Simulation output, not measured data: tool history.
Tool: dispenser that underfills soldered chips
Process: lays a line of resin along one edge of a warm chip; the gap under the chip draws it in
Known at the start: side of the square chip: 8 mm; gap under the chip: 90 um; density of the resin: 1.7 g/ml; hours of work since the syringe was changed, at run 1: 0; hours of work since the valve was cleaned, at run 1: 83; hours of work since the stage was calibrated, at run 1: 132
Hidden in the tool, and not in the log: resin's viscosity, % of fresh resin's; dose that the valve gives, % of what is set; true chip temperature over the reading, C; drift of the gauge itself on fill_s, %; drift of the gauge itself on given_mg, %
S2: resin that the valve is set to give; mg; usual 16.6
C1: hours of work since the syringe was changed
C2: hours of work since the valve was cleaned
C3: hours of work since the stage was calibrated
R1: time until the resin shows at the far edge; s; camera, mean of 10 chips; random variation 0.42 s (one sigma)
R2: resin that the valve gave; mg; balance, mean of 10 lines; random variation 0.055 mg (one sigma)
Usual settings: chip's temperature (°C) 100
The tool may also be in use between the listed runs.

Run 1, hour 0: usual settings; C1 0; C2 83; C3 132. Result: R1 29 s, R2 15.23 mg.
At hour 3.5: dispensing valve cleaned and set on the balance.
Run 2, hour 5.2: usual settings; C1 3; C2 1; C3 135. Result: R1 33.9 s, R2 16.57 mg.
Run 3, hour 9.3: usual settings but chip's temperature (°C) 91; C1 5; C2 4; C3 137. Result: R1 50 s, R2 16.53 mg.
At hour 10.8: new syringe of resin.
Run 4, hour 13.2: usual settings but chip's temperature (°C) 91; C1 1; C2 6; C3 140. Result: R1 40 s, R2 16.44 mg.
Run 5, hour 19: usual settings but chip's temperature (°C) 91; C1 5; C2 9; C3 143. Result: R1 47.2 s, R2 16.53 mg.
At hour 20.6: new syringe of resin.
Run 6, hour 24.4: usual settings but chip's temperature (°C) 91; C1 2; C2 13; C3 146. Result: R1 42.2 s, R2 16.33 mg.
Run 7, hour 27.7: usual settings but chip's temperature (°C) 91; C1 4; C2 15; C3 148. Result: R1 46.9 s, R2 16.34 mg.
At hour 30.5: new syringe of resin.
Run 8, hour 33.2: usual settings; C1 2; C2 18; C3 152. Result: R1 31.4 s, R2 16.19 mg.
Run 9, hour 36: usual settings; C1 3; C2 20; C3 153. Result: R1 34.8 s, R2 16.33 mg.
At hour 40.2: new syringe of resin.
Run 10, hour 40.5: usual settings but S2 15.8 mg; C1 0; C2 22; C3 156. Result: R1 30 s, R2 15.45 mg.
Run 11, hour 45.3: usual settings but S2 17.8 mg; C1 3; C2 25; C3 159. Result: R1 35.3 s, R2 17.29 mg.
At hour 50.1: new syringe of resin.
Run 12, hour 50.9: usual settings; C1 0; C2 28; C3 162. Result: R1 29.7 s, R2 16.2 mg.
Run 13, hour 54.4: usual settings; C1 3; C2 31; C3 164. Result: R1 33.4 s, R2 16.11 mg.
Run 14, hour 57.5: usual settings; C1 5; C2 32; C3 166. Result: R1 37.1 s, R2 16.12 mg.
At hour 59.9: new syringe of resin.
Run 15, hour 62.1: usual settings; C1 1; C2 35; C3 169. Result: R1 30.6 s, R2 16.04 mg.
Run 16, hour 68.3: usual settings; C1 5; C2 39; C3 173. Result: R1 39.5 s, R2 15.97 mg.
At hour 69.9: new syringe of resin.
Run 17, hour 75.6: usual settings; C1 4; C2 43; C3 177. Result: R1 33.9 s, R2 15.96 mg.
Run 18, hour 78.5: usual settings but S2 17.7 mg; C1 5; C2 45; C3 179. Result: R1 38.3 s, R2 17.01 mg.
At hour 79.7: new syringe of resin.
Run 19, hour 82.2: usual settings but chip's temperature (°C) 87, S2 20.6 mg; C1 2; C2 47; C3 181. Result: R1 43.6 s, R2 19.74 mg.
Run 20, hour 86.2: usual settings but chip's temperature (°C) 102; C1 4; C2 50; C3 183. Result: R1 34.6 s, R2 15.86 mg.
At hour 89.5: new syringe of resin.
Run 21, hour 90.5: usual settings but chip's temperature (°C) 102, S2 16.7 mg; C1 1; C2 52; C3 186. Result: R1 27 s, R2 15.83 mg.
Run 22, hour 96.9: usual settings but chip's temperature (°C) 103, S2 14.1 mg; C1 5; C2 56; C3 190. Result: R1 36.2 s, R2 13.29 mg.
At hour 99.6: new syringe of resin.
Run 23, hour 101.1: usual settings but chip's temperature (°C) 88, S2 14.8 mg; C1 1; C2 58; C3 192. Result: R1 41 s, R2 13.95 mg.
Run 24, hour 107.3: usual settings but chip's temperature (°C) 97, S2 17.7 mg; C1 5; C2 62; C3 196. Result: R1 40.5 s, R2 16.63 mg.
At hour 109.8: new syringe of resin.
Run 25, hour 111.7: usual settings but chip's temperature (°C) 114, S2 16.8 mg; C1 1; C2 65; C3 199. Result: R1 21.2 s, R2 15.83 mg.
Run 26, hour 118.1: usual settings but chip's temperature (°C) 91, S2 18.2 mg; C1 5; C2 69; C3 203. Result: R1 48.2 s, R2 17 mg.
At hour 119.6: new syringe of resin.
Run 27, hour 122.5: usual settings but chip's temperature (°C) 108, S2 17.4 mg; C1 2; C2 71; C3 205. Result: R1 25.6 s, R2 16.24 mg.
Run 28, hour 126.6: usual settings but chip's temperature (°C) 103, S2 20 mg; C1 4; C2 74; C3 208. Result: R1 35.1 s, R2 18.68 mg.
At hour 129.7: new syringe of resin.
Run 29, hour 131.8: usual settings but chip's temperature (°C) 103, S2 21.6 mg; C1 1; C2 77; C3 211. Result: R1 29 s, R2 20.12 mg.
Run 30, hour 135: usual settings but chip's temperature (°C) 93, S2 21.3 mg; C1 3; C2 79; C3 213. Result: R1 42.7 s, R2 19.72 mg.
At hour 139.4: new syringe of resin.
Run 31, hour 140.6: usual settings but chip's temperature (°C) 93, S2 21.3 mg; C1 1; C2 82; C3 216. Result: R1 34.8 s, R2 19.71 mg.
At hour 145.2: dispensing valve cleaned and set on the balance.
Run 32, hour 148: usual settings but chip's temperature (°C) 107, S2 18.4 mg; C1 5; C2 2; C3 220. Result: R1 31.2 s, R2 18.37 mg.
At hour 150.4: new syringe of resin.
Run 33, hour 153.6: usual settings but chip's temperature (°C) 115, S2 14.7 mg; C1 2; C2 5; C3 223. Result: R1 23.1 s, R2 14.64 mg.
Run 34, hour 156.9: usual settings but chip's temperature (°C) 104, S2 15.2 mg; C1 4; C2 7; C3 225. Result: R1 34.5 s, R2 15.15 mg.
At hour 160.2: new syringe of resin.
Run 35, hour 163.3: usual settings but chip's temperature (°C) 112, S2 15.4 mg; C1 2; C2 11; C3 229. Result: R1 24.4 s, R2 15.24 mg.
Run 36, hour 166.9: usual settings but chip's temperature (°C) 112, S2 15.4 mg; C1 4; C2 13; C3 231. Result: R1 28.5 s, R2 15.2 mg.

4 ways to go on from here, each from the tool as it stands after run 36. What would each give?
At hour 170.2: new syringe of resin.
Run A, hour 171.8: usual settings but chip's temperature (°C) 97, S2 17.7 mg; C1 1; C2 16; C3 234. Result: R1 ?, R2 ?.
At hour 170.2: new syringe of resin.
Run B, hour 171.8: usual settings but S2 17.3 mg; C1 1; C2 16; C3 234. Result: R1 ?, R2 ?.
At hour 170.2: new syringe of resin.
Run C, hour 171.8: usual settings but chip's temperature (°C) 110, S2 21 mg; C1 1; C2 16; C3 234. Result: R1 ?, R2 ?.
At hour 170.2: new syringe of resin.
Run D, hour 171.8: usual settings but chip's temperature (°C) 88, S2 14.5 mg; C1 1; C2 16; C3 234. Result: R1 ?, R2 ?.

run    R1     R2
  A  32.1   17.4
  B  29.6  17.04
  C  23.7  20.68
  D  42.1  14.25
Without the tool's hidden state the same runs would have given:
run    R1     R2
  A  31.3  17.66
  B  28.8   17.3
  C  23.1     21
  D    41  14.47

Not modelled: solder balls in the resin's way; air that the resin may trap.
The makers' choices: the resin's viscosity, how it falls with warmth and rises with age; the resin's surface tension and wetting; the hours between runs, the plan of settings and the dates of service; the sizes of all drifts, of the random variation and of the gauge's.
